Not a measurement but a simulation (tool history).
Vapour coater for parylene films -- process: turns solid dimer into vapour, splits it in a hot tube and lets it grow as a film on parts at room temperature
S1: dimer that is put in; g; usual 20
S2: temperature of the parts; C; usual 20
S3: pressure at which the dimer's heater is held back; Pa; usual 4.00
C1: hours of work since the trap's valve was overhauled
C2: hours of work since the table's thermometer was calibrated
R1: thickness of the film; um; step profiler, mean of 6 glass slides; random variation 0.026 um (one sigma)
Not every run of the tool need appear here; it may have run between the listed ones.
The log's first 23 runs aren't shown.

run	hour	S1	S2	S3	C1	C2	R1
24	789.9	32	27	4.47	285	1879	5.83
25	822.8	19	22	4.98	313	1907	3.70
26	844.4	20	20	2.07	331	1926	5.05
27	871.3	20	18	2.07	355	1949	5.21
28	909.3	13	31	4.00	387	1981	2.25
29	953.0	13	31	4.00	425	2019	2.24
30	988.2	13	31	4.00	455	2049	2.26
31	1009.4	20	18	6.49	473	2067	3.96
32	1052.9	20	17	3.29	510	2104	4.78
33	1086.6	14	31	3.29	539	2133	2.55
34	1133.6	26	12	4.99	579	2173	6.13
35	1175.0	10	15	4.99	615	2209	2.24
36	1199.0	20	29	4.00	635	2230	3.61
# hour 1213.2: trap's valve overhauled
37	1225.9	20	26	6.13	11	2249	3.43
38	1248.4	20	26	6.13	30	2268	3.44
# hour 1259.3: table's thermometer calibrated
39	1282.5	21	30	9.28	59	20	3.01
40	1311.9	29	30	5.62	84	45	4.73
41	1337.8	25	14	5.62	106	67	5.59
42	1371.1	25	14	5.62	134	96	5.53
43	1391.6	24	14	5.62	152	113	5.31

Each row is a separate what-if for the run after 43, all from the same tool condition, not one after another. Results?
A	1427.3	20	25	2.80	183	144	?
B	1427.3	28	13	4.42	183	144	?
C	1427.3	17	20	4.00	183	144	?
D	1427.3	9	14	3.47	183	144	?
E	1427.3	31	23	3.25	183	144	?

run	R1
A	4.24
B	6.69
C	3.65
D	2.25
E	6.54
Had the tool no hidden state, the same runs would have come out as:
run	R1
A	4.24
B	6.69
C	3.65
D	2.25
E	6.54
